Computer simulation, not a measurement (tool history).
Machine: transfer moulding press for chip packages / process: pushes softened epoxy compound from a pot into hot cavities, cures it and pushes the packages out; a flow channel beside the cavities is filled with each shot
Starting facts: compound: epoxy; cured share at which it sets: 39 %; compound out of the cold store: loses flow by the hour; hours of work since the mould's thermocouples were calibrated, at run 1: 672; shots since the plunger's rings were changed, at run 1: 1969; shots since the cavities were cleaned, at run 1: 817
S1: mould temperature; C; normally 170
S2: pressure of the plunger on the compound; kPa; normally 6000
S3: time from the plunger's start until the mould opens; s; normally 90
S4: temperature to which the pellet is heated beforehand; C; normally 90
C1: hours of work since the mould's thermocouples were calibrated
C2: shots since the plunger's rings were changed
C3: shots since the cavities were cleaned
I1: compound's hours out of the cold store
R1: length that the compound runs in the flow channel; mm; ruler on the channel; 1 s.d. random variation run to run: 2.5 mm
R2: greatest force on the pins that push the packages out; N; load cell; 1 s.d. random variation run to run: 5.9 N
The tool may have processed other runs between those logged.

| run | hour | S1 | S2 | S3 | S4 | C1 | C2 | C3 | I1 | R1 | R2 |
|---|---|---|---|---|---|---|---|---|---|---|---|
| 1 | 0.0 | 170 | 6000 | 90 | 90 | 672 | 1969 | 817 | 15.8 | 496 | 377 |
|  | 25.7 | cavities cleaned with cleaning compound and waxed |
| 2 | 43.6 | 170 | 6000 | 90 | 90 | 705 | 2663 | 295 | 33.9 | 467 | 273 |
| 3 | 81.7 | 170 | 6000 | 90 | 90 | 735 | 3293 | 925 | 28.8 | 463 | 382 |
|  | 100.3 | plunger's sealing rings changed |
|  | 101.8 | cavities cleaned with cleaning compound and waxed |
| 4 | 127.1 | 170 | 6000 | 90 | 90 | 768 | 416 | 416 | 38.0 | 475 | 283 |
|  | 174.6 | cavities cleaned with cleaning compound and waxed |
| 5 | 187.7 | 170 | 6000 | 90 | 90 | 814 | 1393 | 216 | 22.7 | 489 | 279 |
|  | 239.8 | mould's thermocouples calibrated |
| 6 | 240.3 | 170 | 6000 | 90 | 90 | 0 | 2228 | 1051 | 30.5 | 474 | 385 |
|  | 248.5 | cavities cleaned with cleaning compound and waxed |
| 7 | 281.5 | 170 | 6000 | 90 | 94 | 32 | 2884 | 545 | 37.3 | 456 | 308 |
|  | 321.6 | cavities cleaned with cleaning compound and waxed |
|  | 327.7 | plunger's sealing rings changed |
| 8 | 339.6 | 170 | 6000 | 90 | 94 | 74 | 197 | 257 | 15.0 | 508 | 263 |
|  | 396.9 | cavities cleaned with cleaning compound and waxed |
| 9 | 400.1 | 170 | 6000 | 90 | 94 | 121 | 1171 | 52 | 10.2 | 510 | 204 |
| 10 | 439.2 | 170 | 6000 | 90 | 94 | 152 | 1817 | 698 | 14.4 | 496 | 339 |
|  | 469.5 | cavities cleaned with cleaning compound and waxed |
| 11 | 483.6 | 170 | 6000 | 90 | 94 | 185 | 2525 | 232 | 16.4 | 482 | 245 |
| 12 | 517.0 | 170 | 6000 | 90 | 94 | 212 | 3078 | 785 | 17.1 | 481 | 333 |
|  | 542.0 | cavities cleaned with cleaning compound and waxed |
|  | 549.6 | plunger's sealing rings changed |
| 13 | 573.4 | 170 | 6000 | 90 | 94 | 253 | 393 | 477 | 33.8 | 482 | 294 |
|  | 617.5 | mould's thermocouples calibrated, once more |
|  | 619.0 | cavities cleaned with cleaning compound and waxed |
| 14 | 628.8 | 170 | 6000 | 90 | 94 | 8 | 1250 | 161 | 24.4 | 493 | 285 |
| 15 | 681.6 | 170 | 6000 | 90 | 95 | 49 | 2122 | 1033 | 29.7 | 481 | 428 |
|  | 692.2 | cavities cleaned with cleaning compound and waxed |
| 16 | 739.3 | 170 | 6000 | 90 | 95 | 94 | 3051 | 779 | 26.3 | 476 | 389 |
|  | 764.8 | cavities cleaned with cleaning compound and waxed |
|  | 778.5 | plunger's sealing rings changed |
| 17 | 780.1 | 170 | 6000 | 90 | 95 | 123 | 27 | 213 | 23.3 | 504 | 277 |
| 18 | 807.3 | 165 | 6000 | 90 | 90 | 144 | 475 | 661 | 33.4 | 499 | 491 |
|  | 840.1 | cavities cleaned with cleaning compound and waxed |
| 19 | 850.7 | 174 | 5700 | 90 | 90 | 177 | 1168 | 175 | 30.8 | 467 | 217 |
| 20 | 907.5 | 170 | 5280 | 90 | 90 | 222 | 2105 | 1112 | 43.6 | 428 | 399 |
|  | 911.7 | cavities cleaned with cleaning compound and waxed |
| 21 | 971.6 | 170 | 4880 | 80 | 90 | 271 | 3139 | 988 | 35.5 | 414 | 500 |
|  | 985.3 | cavities cleaned with cleaning compound and waxed |
|  | 1004.3 | plunger's sealing rings changed |
| 22 | 1015.0 | 167 | 6000 | 90 | 88 | 302 | 179 | 450 | 37.1 | 488 | 370 |
|  | 1060.9 | cavities cleaned with cleaning compound and waxed |
| 23 | 1079.9 | 163 | 4830 | 78 | 91 | 352 | 1224 | 312 | 22.3 | 454 | 679 |
|  | 1133.8 | cavities cleaned with cleaning compound and waxed |
| 24 | 1139.9 | 163 | 4830 | 78 | 91 | 398 | 2191 | 100 | 14.5 | 457 | 554 |
| 25 | 1188.8 | 163 | 4830 | 78 | 91 | 437 | 2998 | 907 | 18.5 | 446 | 840 |
|  | 1205.3 | cavities cleaned with cleaning compound and waxed |
|  | 1231.0 | plunger's sealing rings changed |
| 26 | 1243.6 | 163 | 4830 | 122 | 91 | 477 | 207 | 591 | 34.2 | 450 | 314 |
|  | 1280.2 | cavities cleaned with cleaning compound and waxed |
| 27 | 1285.2 | 163 | 4830 | 122 | 91 | 508 | 869 | 81 | 40.7 | 438 | 221 |
| 28 | 1334.2 | 163 | 4830 | 122 | 91 | 547 | 1678 | 890 | 18.3 | 460 | 354 |

Below, some changes in R1 between adjacent runs. For each, the amount present without the hidden state too (settings, incoming material, random variation) and the amount remaining for the hidden state with gauge scatter not shared by both compared results:
The tool's hidden condition here consists of: true mould temperature over the reading, C; pressure that reaches the compound, % of what is set; grip of the stained cavities, % over clean ones'; drift of the gauge itself on flow_mm, %; drift of the gauge itself on push_out_n, %.
Run 7 -> 8: cavities cleaned with cleaning compound and waxed, plunger's sealing rings changed. R1 +52 mm: hidden state +19, all else +33.
Run 12 -> 13: cavities cleaned with cleaning compound and waxed, plunger's sealing rings changed. R1 +1 mm: hidden state +23, all else -22.
Run 21 -> 22: S1 170 -> 167, S2 4880 -> 6000, S3 80 -> 90, S4 90 -> 88, cavities cleaned with cleaning compound and waxed, plunger's sealing rings changed. R1 +74 mm: hidden state +19, all else +55.
Run 25 -> 26: S3 78 -> 122, cavities cleaned with cleaning compound and waxed, plunger's sealing rings changed. R1 +4 mm: hidden state +24, all else -20.
